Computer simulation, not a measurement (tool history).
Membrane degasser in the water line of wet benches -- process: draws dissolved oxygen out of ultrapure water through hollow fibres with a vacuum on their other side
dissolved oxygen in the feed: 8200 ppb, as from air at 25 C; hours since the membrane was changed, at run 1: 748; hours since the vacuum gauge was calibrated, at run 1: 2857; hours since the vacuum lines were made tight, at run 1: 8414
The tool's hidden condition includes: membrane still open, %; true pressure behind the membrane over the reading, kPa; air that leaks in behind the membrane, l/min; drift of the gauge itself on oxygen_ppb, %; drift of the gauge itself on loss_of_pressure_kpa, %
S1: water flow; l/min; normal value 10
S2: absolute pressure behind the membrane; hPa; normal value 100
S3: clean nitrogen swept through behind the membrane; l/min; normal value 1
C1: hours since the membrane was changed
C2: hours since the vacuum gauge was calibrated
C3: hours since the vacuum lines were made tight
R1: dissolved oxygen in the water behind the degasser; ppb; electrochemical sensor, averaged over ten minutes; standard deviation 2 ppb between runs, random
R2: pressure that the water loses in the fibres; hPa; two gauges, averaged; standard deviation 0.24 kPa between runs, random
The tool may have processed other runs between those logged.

run 1 hour=0 | S1=10 S2=100 S3=1 | C1=748 C2=2857 C3=8414 | R1=196.5 R2=634.8
run 2 hour=106.1 | S1=10 S2=100 S3=1 | C1=855 C2=2963 C3=8520 | R1=199.3 R2=624.4
run 3 hour=194.5 | S1=10 S2=100 S3=1.67 | C1=943 C2=3051 C3=8608 | R1=135.9 R2=629.4
run 4 hour=322 | S1=10 S2=100 S3=2.94 | C1=1070 C2=3179 C3=8736 | R1=96.9 R2=629.4
run 5 hour=493.1 | S1=10 S2=100 S3=1 | C1=1242 C2=3350 C3=8907 | R1=204.5 R2=630
run 6 hour=655.3 | S1=10 S2=100 S3=1 | C1=1404 C2=3512 C3=9069 | R1=204.5 R2=629
run 7 hour=802.5 | S1=10 S2=100 S3=1 | C1=1551 C2=3659 C3=9216 | R1=204.7 R2=629.4
run 8 hour=919.7 | S1=10 S2=100 S3=2.46 | C1=1668 C2=3776 C3=9334 | R1=112.8 R2=629.3
-- hour=931.9 vacuum gauge calibrated
run 9 hour=1061.3 | S1=14 S2=100 S3=1 | C1=1809 C2=129 C3=9475 | R1=352.3 R2=879
run 10 hour=1133.6 | S1=14 S2=100 S3=1 | C1=1881 C2=202 C3=9547 | R1=345.6 R2=881
run 11 hour=1224.1 | S1=14 S2=100 S3=1 | C1=1972 C2=292 C3=9637 | R1=354.8 R2=884.6
run 12 hour=1338.5 | S1=14 S2=100 S3=1 | C1=2086 C2=407 C3=9752 | R1=344.6 R2=884.8
-- hour=1383.8 vacuum gauge calibrated, once more
run 13 hour=1490.4 | S1=14 S2=100 S3=0.72 | C1=2238 C2=107 C3=9903 | R1=411.1 R2=886.2
run 14 hour=1597.7 | S1=14 S2=100 S3=0.72 | C1=2345 C2=214 C3=10011 | R1=422.3 R2=886.9
run 15 hour=1762 | S1=6 S2=143 S3=2.48 | C1=2509 C2=378 C3=10175 | R1=77.5 R2=380
run 16 hour=1876.9 | S1=12 S2=113 S3=0.68 | C1=2624 C2=493 C3=10290 | R1=387.1 R2=757.3
run 17 hour=1952.7 | S1=12 S2=113 S3=0.68 | C1=2700 C2=569 C3=10366 | R1=394.7 R2=762.5
run 18 hour=2024.7 | S1=7 S2=130 S3=0.52 | C1=2772 C2=641 C3=10438 | R1=328.7 R2=445.2
run 19 hour=2141.8 | S1=7 S2=130 S3=0.52 | C1=2889 C2=758 C3=10555 | R1=320.3 R2=442.5
run 20 hour=2270.4 | S1=7 S2=130 S3=0.52 | C1=3018 C2=887 C3=10683 | R1=330.3 R2=447.9
run 21 hour=2384.6 | S1=10 S2=204 S3=0.52 | C1=3132 C2=1001 C3=10797 | R1=743.2 R2=638.6
run 22 hour=2535.5 | S1=10 S2=93 S3=0.53 | C1=3283 C2=1152 C3=10948 | R1=295.4 R2=633.1
run 23 hour=2629.8 | S1=10 S2=93 S3=0.53 | C1=3377 C2=1246 C3=11043 | R1=301.5 R2=636.6
run 24 hour=2802.1 | S1=8 S2=132 S3=2.68 | C1=3550 C2=1418 C3=11215 | R1=93.8 R2=507.1

Results per run with the tool's hidden condition removed, run-to-run variation unchanged:
run=1 R1=188.4 R2=632.4
run=2 R1=190.8 R2=621.8
run=3 R1=129.7 R2=626.4
run=4 R1=92.3 R2=626.1
run=5 R1=195 R2=626.2
run=6 R1=194.7 R2=624.7
run=7 R1=194.5 R2=624.6
run=8 R1=106.5 R2=624.2
run=9 R1=338.5 R2=871.2
run=10 R1=331.9 R2=872.9
run=11 R1=340.4 R2=876.2
run=12 R1=330.2 R2=875.8
run=13 R1=399.2 R2=876.6
run=14 R1=409.7 R2=876.8
run=15 R1=70.1 R2=375.3
run=16 R1=373.3 R2=747.6
run=17 R1=380.3 R2=752.4
run=18 R1=308.7 R2=439.2
run=19 R1=300.5 R2=436.3
run=20 R1=309.5 R2=441.4
run=21 R1=714 R2=628.8
run=22 R1=282.4 R2=623
run=23 R1=288 R2=626.3
run=24 R1=85.7 R2=498.4

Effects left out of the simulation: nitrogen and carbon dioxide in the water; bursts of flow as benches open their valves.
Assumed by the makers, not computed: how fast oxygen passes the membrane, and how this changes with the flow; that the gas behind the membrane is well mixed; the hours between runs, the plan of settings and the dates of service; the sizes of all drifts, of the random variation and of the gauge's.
